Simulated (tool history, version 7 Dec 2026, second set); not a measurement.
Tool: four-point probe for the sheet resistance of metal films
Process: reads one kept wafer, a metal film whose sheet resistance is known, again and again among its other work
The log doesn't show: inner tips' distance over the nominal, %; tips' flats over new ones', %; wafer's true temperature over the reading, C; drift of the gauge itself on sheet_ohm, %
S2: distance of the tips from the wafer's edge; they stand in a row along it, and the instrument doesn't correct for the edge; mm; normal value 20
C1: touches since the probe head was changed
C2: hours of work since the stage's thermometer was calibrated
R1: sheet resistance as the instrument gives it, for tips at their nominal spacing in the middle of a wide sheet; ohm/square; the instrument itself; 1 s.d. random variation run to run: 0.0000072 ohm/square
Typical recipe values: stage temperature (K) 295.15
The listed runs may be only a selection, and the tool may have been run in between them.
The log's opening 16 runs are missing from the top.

Run 17, hour 771.1: usual settings but stage temperature (K) 294.15, S2 28 mm; C1 54017; C2 2118. Result: R1 0.036028 ohm/square.
Run 18, hour 813.6: usual settings but stage temperature (K) 294.15, S2 28 mm; C1 54742; C2 2136. Result: R1 0.036031 ohm/square.
Run 19, hour 862.2: usual settings but stage temperature (K) 293.15, S2 28 mm; C1 55569; C2 2157. Result: R1 0.036043 ohm/square.
Run 20, hour 919.6: usual settings but stage temperature (K) 293.15, S2 28 mm; C1 56548; C2 2182. Result: R1 0.036053 ohm/square.
Run 21, hour 947.6: usual settings but stage temperature (K) 304.15, S2 17 mm; C1 57025; C2 2194. Result: R1 0.036049 ohm/square.
Run 22, hour 982.1: usual settings but stage temperature (K) 300.15, S2 4 mm; C1 57613; C2 2209. Result: R1 0.037810 ohm/square.
Run 23, hour 1035.5: usual settings but stage temperature (K) 300.15, S2 4 mm; C1 58523; C2 2232. Result: R1 0.037811 ohm/square.
Run 24, hour 1087.7: usual settings but stage temperature (K) 308.15, S2 12 mm; C1 59413; C2 2255. Result: R1 0.036131 ohm/square.
Run 25, hour 1114.8: usual settings but S2 41 mm; C1 59876; C2 2266. Result: R1 0.036015 ohm/square.
Run 26, hour 1142.2: usual settings but stage temperature (K) 293.15, S2 14 mm; C1 60343; C2 2278. Result: R1 0.036155 ohm/square.
Run 27, hour 1202.6: usual settings but S2 16 mm; C1 61372; C2 2304. Result: R1 0.036103 ohm/square.
Run 28, hour 1241.5: usual settings but stage temperature (K) 299.15; C1 62034; C2 2321. Result: R1 0.036053 ohm/square.
Run 29, hour 1270.7: usual settings but stage temperature (K) 299.15; C1 62533; C2 2334. Result: R1 0.036055 ohm/square.
Run 30, hour 1319.5: usual settings but S2 5 mm; C1 63363; C2 2355. Result: R1 0.037199 ohm/square.
Run 31, hour 1349.4: usual settings but S2 5 mm; C1 63873; C2 2368. Result: R1 0.037201 ohm/square.
Run 32, hour 1396.4: usual settings but stage temperature (K) 306.15, S2 7 mm; C1 64674; C2 2388. Result: R1 0.036544 ohm/square.

Below are 5 alternative next runs, each starting from the tool's condition after run 32. Predict each:
At hour 1422.4: stage's thermometer calibrated.
Run A, hour 1454.0: usual settings but stage temperature (K) 296.15, S2 4 mm; C1 65648; C2 14. Result: R1 ?.
At hour 1422.4: stage's thermometer calibrated.
Run B, hour 1454.0: usual settings but stage temperature (K) 306.15, S2 5 mm; C1 65648; C2 14. Result: R1 ?.
At hour 1422.4: stage's thermometer calibrated.
Run C, hour 1454.0: usual settings but stage temperature (K) 302.15, S2 21 mm; C1 65648; C2 14. Result: R1 ?.
At hour 1422.4: stage's thermometer calibrated.
Run D, hour 1454.0: usual settings but stage temperature (K) 301.15, S2 7 mm; C1 65648; C2 14. Result: R1 ?.
At hour 1422.4: stage's thermometer calibrated.
Run E, hour 1454.0: usual settings but stage temperature (K) 296.15, S2 11 mm; C1 65648; C2 14. Result: R1 ?.

run        R1
  A  0.037799
  B  0.037082
  C  0.035977
  D  0.036548
  E  0.036178
Without the tool's unlogged condition, the same runs would have read:
run        R1
  A  0.037859
  B  0.037140
  C  0.036034
  D  0.036605
  E  0.036235
